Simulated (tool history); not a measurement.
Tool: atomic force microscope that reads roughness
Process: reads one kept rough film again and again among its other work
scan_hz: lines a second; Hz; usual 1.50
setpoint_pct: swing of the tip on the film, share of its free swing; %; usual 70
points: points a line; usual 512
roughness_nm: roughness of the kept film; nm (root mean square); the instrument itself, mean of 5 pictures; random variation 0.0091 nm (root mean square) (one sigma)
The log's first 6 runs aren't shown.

run 7 hour=112.9 | scan_hz=0.60 setpoint_pct=70 points=512 | roughness_nm=1.879
-- hour=123.0 new tip fitted
run 8 hour=137.0 | scan_hz=0.60 setpoint_pct=70 points=512 | roughness_nm=2.016
run 9 hour=155.0 | scan_hz=0.58 setpoint_pct=70 points=512 | roughness_nm=1.851
-- hour=157.3 height scale calibrated on a step standard
-- hour=165.4 new tip fitted
run 10 hour=167.8 | scan_hz=0.58 setpoint_pct=70 points=512 | roughness_nm=2.114
run 11 hour=187.8 | scan_hz=1.50 setpoint_pct=70 points=881 | roughness_nm=1.859
-- hour=207.7 new tip fitted
run 12 hour=208.1 | scan_hz=1.50 setpoint_pct=81 points=512 | roughness_nm=1.925
run 13 hour=218.2 | scan_hz=1.50 setpoint_pct=81 points=512 | roughness_nm=1.847
run 14 hour=237.6 | scan_hz=1.50 setpoint_pct=81 points=512 | roughness_nm=1.700
-- hour=249.0 new tip fitted
run 15 hour=251.1 | scan_hz=1.50 setpoint_pct=81 points=512 | roughness_nm=1.907
run 16 hour=263.4 | scan_hz=1.50 setpoint_pct=81 points=512 | roughness_nm=1.808
run 17 hour=288.2 | scan_hz=1.50 setpoint_pct=81 points=512 | roughness_nm=1.635
-- hour=290.3 new tip fitted
run 18 hour=299.3 | scan_hz=2.28 setpoint_pct=57 points=499 | roughness_nm=2.021
-- hour=302.1 height scale calibrated on a step standard, once more
run 19 hour=313.7 | scan_hz=1.50 setpoint_pct=89 points=294 | roughness_nm=1.620
-- hour=331.8 new tip fitted
run 20 hour=333.0 | scan_hz=1.50 setpoint_pct=89 points=294 | roughness_nm=1.796
run 21 hour=348.2 | scan_hz=1.50 setpoint_pct=79 points=784 | roughness_nm=1.831

Run 22 comes next. What will it give?
run 22 hour=359.8 | scan_hz=1.58 setpoint_pct=60 points=897 | roughness_nm=?

roughness_nm: 1.860 nm (root mean square)
Without the tool's hidden state the same run would have given roughness_nm 2.104 nm (root mean square).
